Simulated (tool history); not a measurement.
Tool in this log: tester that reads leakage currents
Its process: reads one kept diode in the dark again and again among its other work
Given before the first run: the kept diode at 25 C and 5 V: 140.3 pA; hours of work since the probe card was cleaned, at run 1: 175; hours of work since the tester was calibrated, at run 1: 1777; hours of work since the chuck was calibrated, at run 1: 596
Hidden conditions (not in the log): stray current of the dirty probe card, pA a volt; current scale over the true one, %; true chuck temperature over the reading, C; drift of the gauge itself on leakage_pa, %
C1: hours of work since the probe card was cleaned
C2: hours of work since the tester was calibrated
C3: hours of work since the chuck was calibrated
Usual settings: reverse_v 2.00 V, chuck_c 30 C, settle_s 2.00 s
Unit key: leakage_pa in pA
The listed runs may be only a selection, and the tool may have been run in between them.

run 1 day=0.000 | reverse_v=2.00 chuck_c=30 settle_s=2.00 | C1=175 C2=1777 C3=596 | leakage_pa=143.31
run 2 day=4.317 | reverse_v=7.14 chuck_c=30 settle_s=2.00 | C1=220 C2=1822 C3=641 | leakage_pa=241.97
run 3 day=9.338 | reverse_v=1.41 chuck_c=30 settle_s=2.00 | C1=273 C2=1874 C3=693 | leakage_pa=124.46
run 4 day=14.754 | reverse_v=1.41 chuck_c=30 settle_s=2.00 | C1=329 C2=1931 C3=750 | leakage_pa=124.98
run 5 day=18.412 | reverse_v=3.11 chuck_c=30 settle_s=2.00 | C1=367 C2=1969 C3=788 | leakage_pa=174.62
run 6 day=21.408 | reverse_v=6.17 chuck_c=30 settle_s=2.00 | C1=398 C2=2000 C3=819 | leakage_pa=232.95
run 7 day=25.933 | reverse_v=2.00 chuck_c=30 settle_s=2.00 | C1=445 C2=2047 C3=866 | leakage_pa=145.69
-- day=26.592 probe card cleaned and baked
run 8 day=31.679 | reverse_v=3.32 chuck_c=30 settle_s=2.00 | C1=53 C2=2105 C3=924 | leakage_pa=181.59
run 9 day=37.075 | reverse_v=3.32 chuck_c=30 settle_s=2.00 | C1=109 C2=2161 C3=980 | leakage_pa=182.81
run 10 day=42.579 | reverse_v=3.32 chuck_c=30 settle_s=2.00 | C1=166 C2=2219 C3=1037 | leakage_pa=183.39
run 11 day=47.588 | reverse_v=3.32 chuck_c=30 settle_s=2.00 | C1=218 C2=2271 C3=1090 | leakage_pa=184.03
run 12 day=51.983 | reverse_v=6.28 chuck_c=34 settle_s=2.26 | C1=264 C2=2316 C3=1135 | leakage_pa=316.37
run 13 day=56.975 | reverse_v=1.89 chuck_c=24 settle_s=8.00 | C1=316 C2=2368 C3=1187 | leakage_pa=95.83
run 14 day=60.479 | reverse_v=2.00 chuck_c=53 settle_s=0.70 | C1=352 C2=2405 C3=1223 | leakage_pa=666.54
-- day=61.417 probe card cleaned and baked, once more
run 15 day=63.858 | reverse_v=1.56 chuck_c=53 settle_s=0.90 | C1=25 C2=2438 C3=1257 | leakage_pa=604.48
run 16 day=67.712 | reverse_v=1.56 chuck_c=53 settle_s=0.90 | C1=65 C2=2479 C3=1297 | leakage_pa=602.36
run 17 day=73.367 | reverse_v=2.00 chuck_c=29 settle_s=1.86 | C1=124 C2=2537 C3=1356 | leakage_pa=137.80
run 18 day=76.625 | reverse_v=2.00 chuck_c=29 settle_s=1.86 | C1=158 C2=2571 C3=1390 | leakage_pa=138.90
run 19 day=79.262 | reverse_v=1.33 chuck_c=23 settle_s=0.44 | C1=186 C2=2599 C3=1417 | leakage_pa=76.95
run 20 day=85.012 | reverse_v=11.92 chuck_c=37 settle_s=0.44 | C1=245 C2=2658 C3=1477 | leakage_pa=507.55

How the hidden state differs across the entries between the runs, from the last listed run before each to the first after it:
After run 7, before run 8: probe card cleaned and baked (day 26.592)
  stray current of the dirty probe card, pA a volt: 0.77 -> 1.062; current scale over the true one, %: 0.84 -> 0.86; true chuck temperature over the reading, C: 0.41 -> 0.45
  measured less the result without the state, leakage_pa: +6.84 -> +10.55 pA
After run 14, before run 15: probe card cleaned and baked, once more (day 61.417)
  stray current of the dirty probe card, pA a volt: 1.575 -> 0.069; current scale over the true one, %: 0.97 -> 0.98; true chuck temperature over the reading, C: 0.64 -> 0.66
  measured less the result without the state, leakage_pa: +34.69 -> +29.70 pA
